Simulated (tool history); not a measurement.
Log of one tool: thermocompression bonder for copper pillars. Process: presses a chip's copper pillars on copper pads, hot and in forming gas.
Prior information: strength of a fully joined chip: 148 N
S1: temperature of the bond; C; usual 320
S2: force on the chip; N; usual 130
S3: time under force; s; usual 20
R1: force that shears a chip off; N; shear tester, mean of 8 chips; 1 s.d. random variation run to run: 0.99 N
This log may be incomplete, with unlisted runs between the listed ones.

Run 1, day 0.000: usual settings. Result: R1 72.8 N.
At day 0.717: forming gas filter changed.
Run 2, day 1.758: usual settings. Result: R1 78.9 N.
Run 3, day 4.508: usual settings. Result: R1 77.6 N.
Run 4, day 7.792: usual settings. Result: R1 76.0 N.
At day 8.208: heater calibrated with a thermocouple chip.
Run 5, day 11.779: usual settings but S2 173 N. Result: R1 99.3 N.
Run 6, day 13.933: usual settings but S2 125 N. Result: R1 75.7 N.
Run 7, day 16.158: usual settings but S2 125 N. Result: R1 76.2 N.
Run 8, day 18.950: usual settings but S2 125 N. Result: R1 74.7 N.
At day 22.075: forming gas filter changed.
Run 9, day 22.192: usual settings but S2 125 N. Result: R1 79.9 N.
Run 10, day 25.775: usual settings but S2 159 N. Result: R1 93.5 N.
Run 11, day 27.792: usual settings but S2 159 N. Result: R1 92.7 N.
Run 12, day 30.233: usual settings but S3 14 s. Result: R1 68.4 N.
Run 13, day 33.988: usual settings but S3 14 s. Result: R1 68.2 N.
Run 14, day 36.758: usual settings but S2 121 N, S3 14 s. Result: R1 62.9 N.
Run 15, day 39.671: usual settings. Result: R1 74.2 N.
Run 16, day 42.500: usual settings. Result: R1 72.5 N.
At day 43.508: forming gas filter changed.
Run 17, day 45.050: usual settings. Result: R1 78.6 N.
Run 18, day 47.371: usual settings but S1 298 C. Result: R1 62.9 N.
Run 19, day 49.133: usual settings. Result: R1 76.0 N.
Run 20, day 51.621: usual settings but S1 323 C, S3 17 s. Result: R1 74.0 N.
Run 21, day 53.542: usual settings but S1 337 C, S2 116 N. Result: R1 78.5 N.
Run 22, day 56.204: usual settings but S1 337 C, S2 116 N. Result: R1 77.2 N.
At day 58.475: heater calibrated with a thermocouple chip.
Run 23, day 60.121: usual settings but S1 337 C, S2 116 N. Result: R1 79.5 N.
Run 24, day 62.992: usual settings but S1 302 C, S3 45 s. Result: R1 83.8 N.
At day 64.862: forming gas filter changed.
Run 25, day 66.075: usual settings but S3 25 s. Result: R1 89.4 N.
Run 26, day 68.500: usual settings but S3 25 s. Result: R1 84.7 N.
Run 27, day 72.421: usual settings but S3 25 s. Result: R1 85.1 N.
At day 75.342: force cell calibrated.
Run 28, day 76.004: usual settings but S3 25 s. Result: R1 85.1 N.
Run 29, day 78.154: usual settings but S3 25 s. Result: R1 82.7 N.
Run 30, day 80.362: usual settings but S3 10 s. Result: R1 60.8 N.
Run 31, day 82.088: usual settings but S1 338 C, S2 109 N, S3 25 s. Result: R1 80.9 N.
Run 32, day 85.483: usual settings but S1 338 C, S2 109 N, S3 25 s. Result: R1 80.2 N.
At day 86.246: forming gas filter changed.
Run 33, day 88.179: usual settings but S1 295 C, S2 122 N, S3 30 s. Result: R1 69.7 N.
Run 34, day 91.400: usual settings but S1 295 C, S2 122 N, S3 30 s. Result: R1 67.8 N.
Run 35, day 95.383: usual settings but S1 334 C. Result: R1 84.1 N.
Run 36, day 98.775: usual settings but S1 334 C. Result: R1 82.8 N.
Run 37, day 100.658: usual settings but S1 334 C. Result: R1 83.6 N.

Each run again, without the hidden state but with its own random variation kept:
The tool's hidden condition here consists of: true temperature of the bond over the reading, C; force that reaches the chip, % of what is set; oxide that the forming gas leaves, % of the face; drift of the gauge itself on shear_n, %.
run     R1
  1   86.2
  2   84.9
  3   84.9
  4   84.8
  5  105.7
  6   82.0
  7   83.7
  8   83.6
  9   82.8
 10   98.5
 11   98.8
 12   74.9
 13   76.3
 14   71.9
 15   85.9
 16   85.4
 17   85.2
 18   70.2
 19   84.5
 20   83.5
 21   88.9
 22   88.9
 23   87.4
 24   93.7
 25   92.6
 26   89.0
 27   91.7
 28   92.0
 29   90.7
 30   67.9
 31   90.9
 32   91.9
 33   74.6
 34   74.1
 35   92.7
 36   93.0
 37   95.2
